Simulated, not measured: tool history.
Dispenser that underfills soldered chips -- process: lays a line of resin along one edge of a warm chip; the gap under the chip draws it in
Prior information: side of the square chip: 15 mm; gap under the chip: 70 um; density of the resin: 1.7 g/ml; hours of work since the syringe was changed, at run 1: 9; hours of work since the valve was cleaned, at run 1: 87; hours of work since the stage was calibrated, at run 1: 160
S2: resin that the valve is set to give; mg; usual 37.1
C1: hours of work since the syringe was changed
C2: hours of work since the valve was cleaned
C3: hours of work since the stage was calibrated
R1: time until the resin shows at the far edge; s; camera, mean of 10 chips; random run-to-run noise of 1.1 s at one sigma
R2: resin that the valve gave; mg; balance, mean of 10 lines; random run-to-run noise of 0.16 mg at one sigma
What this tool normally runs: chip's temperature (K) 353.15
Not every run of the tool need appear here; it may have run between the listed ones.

run 1 hour=0 | chip's_temperature_(K)=353.15 S2=37.1 | C1=9 C2=87 C3=160 | R1=193.5 R2=34.05
-- hour=3.6 new syringe of resin
run 2 hour=4.4 | chip's_temperature_(K)=346.15 S2=37.1 | C1=1 C2=90 C3=163 | R1=134.1 R2=34.04
run 3 hour=8.3 | chip's_temperature_(K)=353.15 S2=46.9 | C1=4 C2=94 C3=166 | R1=128.8 R2=42.58
run 4 hour=11.1 | chip's_temperature_(K)=353.15 S2=46.9 | C1=6 C2=96 C3=168 | R1=150.6 R2=42.64
run 5 hour=15.2 | chip's_temperature_(K)=353.15 S2=46.9 | C1=9 C2=99 C3=172 | R1=189.6 R2=42.59
-- hour=18.5 new syringe of resin
run 6 hour=20.5 | chip's_temperature_(K)=353.15 S2=46.9 | C1=2 C2=103 C3=176 | R1=112.4 R2=42.45
run 7 hour=23.4 | chip's_temperature_(K)=353.15 S2=46.9 | C1=4 C2=105 C3=178 | R1=129.8 R2=42.29
run 8 hour=25.6 | chip's_temperature_(K)=353.15 S2=46.9 | C1=6 C2=107 C3=180 | R1=149 R2=42.62
run 9 hour=28.5 | chip's_temperature_(K)=353.15 S2=46.9 | C1=8 C2=109 C3=182 | R1=172.7 R2=42.24
-- hour=33.3 new syringe of resin
run 10 hour=33.5 | chip's_temperature_(K)=353.15 S2=46.9 | C1=0 C2=113 C3=185 | R1=101.2 R2=42.03
run 11 hour=37 | chip's_temperature_(K)=342.15 S2=37.1 | C1=3 C2=115 C3=188 | R1=186.1 R2=33.31
-- hour=38.6 dispensing valve cleaned and set on the balance
run 12 hour=41.8 | chip's_temperature_(K)=342.15 S2=37.1 | C1=6 C2=3 C3=191 | R1=217.7 R2=37.32
run 13 hour=45.1 | chip's_temperature_(K)=353.15 S2=37.1 | C1=8 C2=5 C3=194 | R1=187 R2=36.95
-- hour=49.1 new syringe of resin
run 14 hour=50.1 | chip's_temperature_(K)=353.15 S2=37.1 | C1=1 C2=9 C3=197 | R1=110.1 R2=36.85
run 15 hour=52.5 | chip's_temperature_(K)=353.15 S2=36.1 | C1=3 C2=11 C3=199 | R1=125.8 R2=36.02
run 16 hour=56.2 | chip's_temperature_(K)=353.15 S2=37.1 | C1=6 C2=13 C3=202 | R1=153.1 R2=36.87
run 17 hour=60.1 | chip's_temperature_(K)=353.15 S2=37.1 | C1=9 C2=17 C3=205 | R1=190.6 R2=36.92
-- hour=64.2 new syringe of resin
run 18 hour=65.3 | chip's_temperature_(K)=353.15 S2=37.1 | C1=1 C2=20 C3=209 | R1=113.1 R2=36.62
run 19 hour=70.3 | chip's_temperature_(K)=361.15 S2=38.9 | C1=5 C2=24 C3=213 | R1=115.9 R2=37.92
run 20 hour=74.7 | chip's_temperature_(K)=356.15 S2=36 | C1=8 C2=28 C3=216 | R1=174.6 R2=35.53
run 21 hour=77.9 | chip's_temperature_(K)=357.15 S2=37.1 | C1=11 C2=30 C3=219 | R1=197.2 R2=36.07
-- hour=78.9 new syringe of resin
run 22 hour=82.5 | chip's_temperature_(K)=357.15 S2=37.1 | C1=3 C2=34 C3=222 | R1=109.3 R2=36.04
run 23 hour=86.4 | chip's_temperature_(K)=347.15 S2=32.3 | C1=6 C2=37 C3=225 | R1=189.7 R2=31.35
run 24 hour=90.6 | chip's_temperature_(K)=345.15 S2=47.9 | C1=9 C2=40 C3=228 | R1=233.5 R2=46.39
-- hour=93.7 new syringe of resin
run 25 hour=94.5 | chip's_temperature_(K)=355.15 S2=39.2 | C1=1 C2=43 C3=231 | R1=100.3 R2=37.82
run 26 hour=97.5 | chip's_temperature_(K)=351.15 S2=41.7 | C1=3 C2=45 C3=234 | R1=132 R2=40.07
run 27 hour=99.6 | chip's_temperature_(K)=344.15 S2=46.5 | C1=5 C2=47 C3=235 | R1=184.4 R2=44.38
run 28 hour=102 | chip's_temperature_(K)=344.15 S2=46.5 | C1=6 C2=49 C3=237 | R1=206.8 R2=44.69
run 29 hour=105.3 | chip's_temperature_(K)=364.15 S2=41.5 | C1=9 C2=51 C3=240 | R1=139.1 R2=39.64
-- hour=108.8 new syringe of resin
run 30 hour=109.3 | chip's_temperature_(K)=364.15 S2=41.5 | C1=0 C2=54 C3=243 | R1=75.9 R2=39.56
run 31 hour=112.8 | chip's_temperature_(K)=364.15 S2=41.5 | C1=3 C2=57 C3=245 | R1=91.4 R2=39.55
run 32 hour=117.3 | chip's_temperature_(K)=364.15 S2=39.3 | C1=7 C2=60 C3=249 | R1=120.3 R2=37.35
run 33 hour=119.3 | chip's_temperature_(K)=354.15 S2=45 | C1=8 C2=62 C3=250 | R1=173.1 R2=42.79
run 34 hour=122.4 | chip's_temperature_(K)=354.15 S2=36.2 | C1=11 C2=64 C3=253 | R1=217.4 R2=34.13
-- hour=123.6 new syringe of resin
run 35 hour=125.4 | chip's_temperature_(K)=349.15 S2=37.1 | C1=1 C2=66 C3=255 | R1=131.3 R2=34.97

Hidden state or all else? Some run-to-run changes of R1, split into what the settings, what came in and random variation would give without the hidden state, and what is left for the hidden state (with any gauge scatter that isn't in both results):
Hidden conditions of the tool in this case: resin's viscosity, % of fresh resin's; dose that the valve gives, % of what is set; true chip temperature over the reading, C; drift of the gauge itself on fill_s, %; drift of the gauge itself on given_mg, %.
Run 21 -> 22: new syringe of resin. R1 -87.9 s: hidden state -89.7, all else +1.8.
Run 24 -> 25: chip's temperature (K) 345.15 -> 355.15, S2 47.9 -> 39.2, new syringe of resin. R1 -133.2 s: hidden state -101.9, all else -31.3.
Run 34 -> 35: chip's temperature (K) 354.15 -> 349.15, S2 36.2 -> 37.1, new syringe of resin. R1 -86.1 s: hidden state -100.5, all else +14.4.

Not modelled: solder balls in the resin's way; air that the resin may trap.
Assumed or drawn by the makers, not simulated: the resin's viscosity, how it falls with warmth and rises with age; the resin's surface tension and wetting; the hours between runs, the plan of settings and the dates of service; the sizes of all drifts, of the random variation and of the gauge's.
